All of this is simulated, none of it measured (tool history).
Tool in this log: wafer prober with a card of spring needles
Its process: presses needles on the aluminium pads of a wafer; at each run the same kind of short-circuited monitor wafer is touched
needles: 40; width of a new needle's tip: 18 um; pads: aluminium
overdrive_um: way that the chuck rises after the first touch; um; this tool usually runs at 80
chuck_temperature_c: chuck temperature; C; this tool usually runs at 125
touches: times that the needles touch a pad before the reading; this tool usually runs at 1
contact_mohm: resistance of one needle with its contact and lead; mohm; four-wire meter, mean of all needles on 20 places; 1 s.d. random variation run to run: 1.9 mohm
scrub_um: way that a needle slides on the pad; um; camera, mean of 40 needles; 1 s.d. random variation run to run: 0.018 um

{"run": 1, "hour": 0.0, "overdrive_um": 80, "chuck_temperature_c": 125, "touches": 1, "contact_mohm": 204, "scrub_um": 15.99}
{"hour": 1.2, "done": "tips cleaned on abrasive film"}
{"run": 2, "hour": 11.2, "overdrive_um": 80, "chuck_temperature_c": 125, "touches": 1, "contact_mohm": 201, "scrub_um": 16.02}
{"hour": 13.7, "done": "tips cleaned on abrasive film"}
{"run": 3, "hour": 18.9, "overdrive_um": 80, "chuck_temperature_c": 125, "touches": 1, "contact_mohm": 202, "scrub_um": 15.95}
{"hour": 26.6, "done": "tips cleaned on abrasive film"}
{"run": 4, "hour": 29.4, "overdrive_um": 80, "chuck_temperature_c": 125, "touches": 1, "contact_mohm": 205, "scrub_um": 15.99}
{"run": 5, "hour": 37.3, "overdrive_um": 80, "chuck_temperature_c": 125, "touches": 1, "contact_mohm": 205, "scrub_um": 15.99}
{"hour": 40.0, "done": "tips cleaned on abrasive film"}
{"run": 6, "hour": 49.7, "overdrive_um": 80, "chuck_temperature_c": 125, "touches": 1, "contact_mohm": 207, "scrub_um": 15.99}
{"hour": 52.6, "done": "tips cleaned on abrasive film"}
{"run": 7, "hour": 59.2, "overdrive_um": 80, "chuck_temperature_c": 125, "touches": 1, "contact_mohm": 204, "scrub_um": 15.97}
{"hour": 64.9, "done": "tips cleaned on abrasive film"}
{"run": 8, "hour": 65.4, "overdrive_um": 80, "chuck_temperature_c": 125, "touches": 1, "contact_mohm": 203, "scrub_um": 15.97}
{"run": 9, "hour": 72.8, "overdrive_um": 88, "chuck_temperature_c": 125, "touches": 1, "contact_mohm": 205, "scrub_um": 17.55}
{"hour": 77.5, "done": "tips cleaned on abrasive film"}
{"run": 10, "hour": 83.8, "overdrive_um": 80, "chuck_temperature_c": 125, "touches": 1, "contact_mohm": 203, "scrub_um": 15.95}
{"hour": 89.8, "done": "tips cleaned on abrasive film"}
{"run": 11, "hour": 94.2, "overdrive_um": 80, "chuck_temperature_c": 125, "touches": 1, "contact_mohm": 206, "scrub_um": 15.9}
{"run": 12, "hour": 101.0, "overdrive_um": 68, "chuck_temperature_c": 125, "touches": 1, "contact_mohm": 208, "scrub_um": 13.56}
{"hour": 102.2, "done": "tips cleaned on abrasive film"}
{"hour": 114.5, "done": "tips cleaned on abrasive film"}
{"run": 13, "hour": 114.5, "overdrive_um": 68, "chuck_temperature_c": 125, "touches": 1, "contact_mohm": 210, "scrub_um": 13.52}
{"run": 14, "hour": 120.6, "overdrive_um": 68, "chuck_temperature_c": 125, "touches": 1, "contact_mohm": 206, "scrub_um": 13.54}
{"hour": 126.8, "done": "tips cleaned on abrasive film"}
{"run": 15, "hour": 130.1, "overdrive_um": 80, "chuck_temperature_c": 125, "touches": 1, "contact_mohm": 204, "scrub_um": 15.91}
{"run": 16, "hour": 137.4, "overdrive_um": 76, "chuck_temperature_c": 125, "touches": 1, "contact_mohm": 202, "scrub_um": 15.12}
{"hour": 139.1, "done": "tips cleaned on abrasive film"}
{"run": 17, "hour": 149.4, "overdrive_um": 80, "chuck_temperature_c": 79, "touches": 1, "contact_mohm": 197, "scrub_um": 15.94}
{"hour": 151.9, "done": "tips cleaned on abrasive film"}
{"run": 18, "hour": 159.8, "overdrive_um": 85, "chuck_temperature_c": 109, "touches": 1, "contact_mohm": 200, "scrub_um": 16.9}
{"hour": 164.3, "done": "tips cleaned on abrasive film"}
{"run": 19, "hour": 170.5, "overdrive_um": 80, "chuck_temperature_c": 32, "touches": 1, "contact_mohm": 185, "scrub_um": 15.91}
{"hour": 177.1, "done": "tips cleaned on abrasive film"}
{"run": 20, "hour": 183.7, "overdrive_um": 65, "chuck_temperature_c": 27, "touches": 2, "contact_mohm": 186, "scrub_um": 12.96}
{"hour": 189.7, "done": "tips cleaned on abrasive film"}
{"run": 21, "hour": 191.1, "overdrive_um": 64, "chuck_temperature_c": 55, "touches": 1, "contact_mohm": 191, "scrub_um": 12.72}
{"hour": 202.4, "done": "tips cleaned on abrasive film"}
{"run": 22, "hour": 202.4, "overdrive_um": 64, "chuck_temperature_c": 55, "touches": 1, "contact_mohm": 186, "scrub_um": 12.72}
{"hour": 215.0, "done": "tips cleaned on abrasive film"}
{"run": 23, "hour": 216.9, "overdrive_um": 64, "chuck_temperature_c": 55, "touches": 3, "contact_mohm": 189, "scrub_um": 12.72}
{"hour": 227.8, "done": "tips cleaned on abrasive film"}
{"run": 24, "hour": 228.1, "overdrive_um": 64, "chuck_temperature_c": 55, "touches": 3, "contact_mohm": 192, "scrub_um": 12.73}
{"hour": 240.7, "done": "tips cleaned on abrasive film"}
{"run": 25, "hour": 242.9, "overdrive_um": 62, "chuck_temperature_c": 87, "touches": 3, "contact_mohm": 197, "scrub_um": 12.27}
{"run": 26, "hour": 251.8, "overdrive_um": 62, "chuck_temperature_c": 87, "touches": 3, "contact_mohm": 201, "scrub_um": 12.3}
{"hour": 253.0, "done": "tips cleaned on abrasive film"}
{"hour": 265.0, "done": "gauge calibrated"}
{"hour": 265.1, "done": "tips cleaned on abrasive film"}
{"run": 27, "hour": 265.5, "overdrive_um": 62, "chuck_temperature_c": 87, "touches": 3, "contact_mohm": 199, "scrub_um": 12.38}
{"run": 28, "hour": 275.7, "overdrive_um": 62, "chuck_temperature_c": 87, "touches": 3, "contact_mohm": 198, "scrub_um": 12.39}
{"hour": 277.7, "done": "tips cleaned on abrasive film"}
{"run": 29, "hour": 287.5, "overdrive_um": 84, "chuck_temperature_c": 26, "touches": 1, "contact_mohm": 181, "scrub_um": 16.77}
{"hour": 290.0, "done": "tips cleaned on abrasive film"}
{"run": 30, "hour": 297.4, "overdrive_um": 61, "chuck_temperature_c": 52, "touches": 1, "contact_mohm": 194, "scrub_um": 12.16}
{"hour": 302.4, "done": "tips cleaned on abrasive film"}
{"run": 31, "hour": 305.2, "overdrive_um": 61, "chuck_temperature_c": 52, "touches": 1, "contact_mohm": 191, "scrub_um": 12.2}
{"run": 32, "hour": 311.4, "overdrive_um": 64, "chuck_temperature_c": 55, "touches": 2, "contact_mohm": 193, "scrub_um": 12.74}

Each row is a separate what-if for the run after 32, all from the same tool condition, not one after another. Results?
{"hour": 314.7, "done": "tips cleaned on abrasive film"}
{"run": "A", "hour": 323.0, "overdrive_um": 61, "chuck_temperature_c": 47, "touches": 1, "contact_mohm": "?", "scrub_um": "?"}
{"hour": 314.7, "done": "tips cleaned on abrasive film"}
{"run": "B", "hour": 323.0, "overdrive_um": 64, "chuck_temperature_c": 76, "touches": 3, "contact_mohm": "?", "scrub_um": "?"}
{"hour": 314.7, "done": "tips cleaned on abrasive film"}
{"run": "C", "hour": 323.0, "overdrive_um": 96, "chuck_temperature_c": 125, "touches": 1, "contact_mohm": "?", "scrub_um": "?"}
{"hour": 314.7, "done": "tips cleaned on abrasive film"}
{"run": "D", "hour": 323.0, "overdrive_um": 85, "chuck_temperature_c": 125, "touches": 1, "contact_mohm": "?", "scrub_um": "?"}
{"hour": 314.7, "done": "tips cleaned on abrasive film"}
{"run": "E", "hour": 323.0, "overdrive_um": 64, "chuck_temperature_c": 55, "touches": 2, "contact_mohm": "?", "scrub_um": "?"}

run=A contact_mohm=190 scrub_um=12.16
run=B contact_mohm=199 scrub_um=12.75
run=C contact_mohm=203 scrub_um=19.12
run=D contact_mohm=199 scrub_um=16.94
run=E contact_mohm=193 scrub_um=12.73
Had the tool no hidden state, the same runs would have come out as:
run=A contact_mohm=188 scrub_um=12.19
run=B contact_mohm=198 scrub_um=12.78
run=C contact_mohm=202 scrub_um=19.15
run=D contact_mohm=198 scrub_um=16.97
run=E contact_mohm=192 scrub_um=12.75

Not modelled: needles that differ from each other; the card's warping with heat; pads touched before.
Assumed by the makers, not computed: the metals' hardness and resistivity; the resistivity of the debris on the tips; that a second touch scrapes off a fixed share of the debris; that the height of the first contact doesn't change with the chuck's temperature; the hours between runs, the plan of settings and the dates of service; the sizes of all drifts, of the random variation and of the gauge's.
